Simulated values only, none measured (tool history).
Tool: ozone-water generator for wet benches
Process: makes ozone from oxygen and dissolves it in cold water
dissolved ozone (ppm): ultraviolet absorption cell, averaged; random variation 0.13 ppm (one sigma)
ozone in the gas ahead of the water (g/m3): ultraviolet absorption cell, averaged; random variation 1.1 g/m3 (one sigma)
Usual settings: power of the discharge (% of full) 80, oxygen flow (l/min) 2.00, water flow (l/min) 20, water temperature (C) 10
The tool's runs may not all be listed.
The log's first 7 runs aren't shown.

run    hour  power of the discharge (% of full)  oxygen flow (l/min)  water flow (l/min)  water temperature (C)  hours of work since the electrodes were changed  hours of work since the contactor was cleaned  hours of work since the thermometer was calibrated  dissolved ozone (ppm)  ozone in the gas ahead of the water (g/m3)
  8   263.2                                  80                 2.00                  20                      9                                             1081                                           2413                                                 207                   12.8                                       190.4
  9   284.6                                  80                 2.00                  20                      9                                             1101                                           2433                                                 227                   12.9                                       189.0
 10   329.2                                  80                 2.00                  20                      6                                             1144                                           2476                                                 270                   13.1                                       190.7
 11   371.8                                  80                 2.00                  20                      6                                             1185                                           2517                                                 311                   13.0                                       191.9
 12   423.1                                  80                 2.00                  20                      6                                             1235                                           2566                                                 360                   12.9                                       192.5
 13   464.6                                  79                 2.00                  20                     10                                             1274                                           2606                                                 400                   12.6                                       190.5
 14   501.0                                  79                 2.00                  20                     10                                             1309                                           2641                                                 435                   12.9                                       190.3
 15   532.1                                  79                 2.00                  20                     10                                             1339                                           2671                                                 465                   12.5                                       191.4
 16   562.5                                  80                 2.00                  20                     10                                             1369                                           2700                                                 494                   12.5                                       193.1
 17   585.0                                  80                 2.00                  14                     14                                             1390                                           2722                                                 516                   17.6                                       191.1
 18   613.1                                  80                 2.00                  14                     14                                             1417                                           2749                                                 543                   17.4                                       191.8
 19   634.1                                  80                 2.00                  14                     14                                             1437                                           2769                                                 563                   17.5                                       191.5
 20   676.1                                  44                 1.51                  12                     10                                             1478                                           2809                                                 604                   13.8                                       161.2
 21   698.0                                  44                 1.51                  17                      8                                             1499                                           2830                                                 625                   10.1                                       160.7
 22   734.7                                  61                 2.44                  19                      8                                             1534                                           2866                                                 660                   12.2                                       148.9
 23   766.6                                  41                 2.44                  19                      8                                             1565                                           2896                                                 691                    9.7                                       120.0
 24   795.2                                  51                 1.85                  15                     10                                             1592                                           2924                                                 718                   12.8                                       155.6
 25   834.0                                  81                 2.81                  31                      8                                             1630                                           2961                                                 755                    8.7                                       163.2
      847.6  -- gauge calibrated
 26   874.1                                  81                 2.81                  18                      8                                             1668                                           3000                                                 794                   15.9                                       156.2
 27   917.5                                  81                 2.81                  18                      8                                             1710                                           3041                                                 836                   15.9                                       159.2
 28   947.0                                  79                 2.00                  17                     10                                             1738                                           3070                                                 864                   14.5                                       186.9
 29   970.5                                  44                 1.94                  20                      8                                             1761                                           3092                                                 886                    9.1                                       136.1
 30  1020.0                                  44                 1.94                  20                      8                                             1808                                           3140                                                 934                    9.1                                       137.8
 31  1069.0                                  44                 1.94                  20                      8                                             1855                                           3187                                                 981                    9.1                                       137.1
 32  1111.3                                  44                 1.48                  20                      8                                             1896                                           3228                                                1022                    8.2                                       159.8

3 ways to go on from here, each from the tool as it stands after run 32. What would each give?
  A  1150.4                                  44                 2.49                  27                      8                                             1934                                           3265                                                1059                      ?                                           ?
  B  1150.4                                  91                 1.59                  20                     17                                             1934                                           3265                                                1059                      ?                                           ?
  C  1150.4                                  41                 1.48                  20                     15                                             1934                                           3265                                                1059                      ?                                           ?

run  dissolved ozone (ppm)  ozone in the gas ahead of the water (g/m3)
  A                    7.2                                       120.7
  B                   12.2                                       228.9
  C                    7.8                                       152.7
Without the tool's hidden state the same runs would have given:
run  dissolved ozone (ppm)  ozone in the gas ahead of the water (g/m3)
  A                    7.2                                       119.5
  B                   12.2                                       226.7
  C                    7.8                                       151.2
